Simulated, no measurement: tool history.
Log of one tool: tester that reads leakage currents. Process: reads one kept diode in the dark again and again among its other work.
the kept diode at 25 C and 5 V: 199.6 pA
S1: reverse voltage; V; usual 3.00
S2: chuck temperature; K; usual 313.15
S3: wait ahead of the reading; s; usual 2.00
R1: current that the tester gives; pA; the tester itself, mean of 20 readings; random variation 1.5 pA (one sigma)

run 1 hour=0.0 | S1=3.00 S2=313.15 S3=2.00 | R1=480.20
run 2 hour=183.4 | S1=3.00 S2=313.15 S3=2.00 | R1=483.85
run 3 hour=287.5 | S1=3.00 S2=313.15 S3=2.00 | R1=480.77
run 4 hour=509.0 | S1=3.00 S2=313.15 S3=1.32 | R1=481.63
run 5 hour=676.3 | S1=3.00 S2=313.15 S3=1.94 | R1=486.77
run 6 hour=812.6 | S1=3.00 S2=313.15 S3=1.94 | R1=481.42
run 7 hour=972.6 | S1=3.00 S2=313.15 S3=2.00 | R1=483.16
run 8 hour=1192.5 | S1=3.00 S2=313.15 S3=2.00 | R1=481.77
run 9 hour=1369.6 | S1=3.00 S2=313.15 S3=2.00 | R1=484.63
run 10 hour=1565.9 | S1=3.00 S2=313.15 S3=2.00 | R1=480.74
run 11 hour=1671.3 | S1=3.00 S2=313.15 S3=2.00 | R1=484.39
run 12 hour=1817.7 | S1=3.00 S2=313.15 S3=0.41 | R1=484.11
run 13 hour=2039.2 | S1=3.00 S2=313.15 S3=0.41 | R1=483.65
run 14 hour=2154.4 | S1=3.00 S2=313.15 S3=0.41 | R1=487.83
run 15 hour=2258.2 | S1=3.00 S2=313.15 S3=0.41 | R1=484.62
run 16 hour=2401.4 | S1=3.00 S2=301.15 S3=0.41 | R1=211.78
run 17 hour=2615.3 | S1=3.00 S2=301.15 S3=0.41 | R1=212.22
run 18 hour=2829.1 | S1=3.00 S2=314.15 S3=2.00 | R1=514.94
run 19 hour=2957.9 | S1=3.00 S2=313.15 S3=2.00 | R1=481.44
run 20 hour=3137.6 | S1=10.17 S2=299.15 S3=2.00 | R1=272.22
run 21 hour=3233.0 | S1=2.26 S2=313.15 S3=2.00 | R1=436.57
run 22 hour=3452.3 | S1=10.47 S2=313.15 S3=0.60 | R1=736.20
run 23 hour=3568.4 | S1=8.46 S2=313.15 S3=2.00 | R1=679.45
run 24 hour=3728.2 | S1=18.77 S2=313.15 S3=0.45 | R1=894.43
run 25 hour=3886.7 | S1=18.77 S2=313.15 S3=0.45 | R1=895.81
run 26 hour=4015.8 | S1=8.19 S2=305.15 S3=1.27 | R1=389.10
run 27 hour=4197.3 | S1=1.26 S2=325.15 S3=1.34 | R1=779.79
run 28 hour=4381.5 | S1=3.39 S2=296.15 S3=0.50 | R1=152.79
run 29 hour=4565.0 | S1=3.00 S2=298.15 S3=8.46 | R1=168.81
run 30 hour=4747.1 | S1=15.97 S2=306.15 S3=0.91 | R1=527.02
run 31 hour=4868.9 | S1=15.97 S2=322.15 S3=0.91 | R1=1516.35
run 32 hour=5000.7 | S1=2.46 S2=322.15 S3=1.46 | R1=807.17
run 33 hour=5132.9 | S1=3.70 S2=294.15 S3=0.95 | R1=135.64
run 34 hour=5314.1 | S1=11.49 S2=298.15 S3=2.00 | R1=264.55
run 35 hour=5481.7 | S1=1.30 S2=298.15 S3=2.00 | R1=128.11
run 36 hour=5577.7 | S1=1.30 S2=298.15 S3=2.00 | R1=128.10
run 37 hour=5792.8 | S1=16.94 S2=328.15 S3=2.00 | R1=2221.11
run 38 hour=5987.6 | S1=10.49 S2=332.15 S3=2.00 | R1=2417.89

Not shown: 5 entries that the log had between the listed runs. Between which runs, and how does the tool's hidden state differ before and after?
Between runs 8 and 9: chuck's temperature calibrated (hour 1211.0)
  true chuck temperature over the reading, C: -0.03 -> 0
Between runs 11 and 12: probe card cleaned and baked (hour 1800.5)
  stray current of the dirty probe card, pA a volt: 0.024 -> 0.02; true chuck temperature over the reading, C: 0 -> -0.01
Between runs 12 and 13: tester calibrated (hour 1931.3)
  current scale over the true one, %: 0.03 -> 0
Between runs 29 and 30: chuck's temperature calibrated (hour 4639.0)
  true chuck temperature over the reading, C: -0.03 -> 0
Between runs 36 and 37: tester calibrated (hour 5646.0)
  current scale over the true one, %: 0.03 -> 0
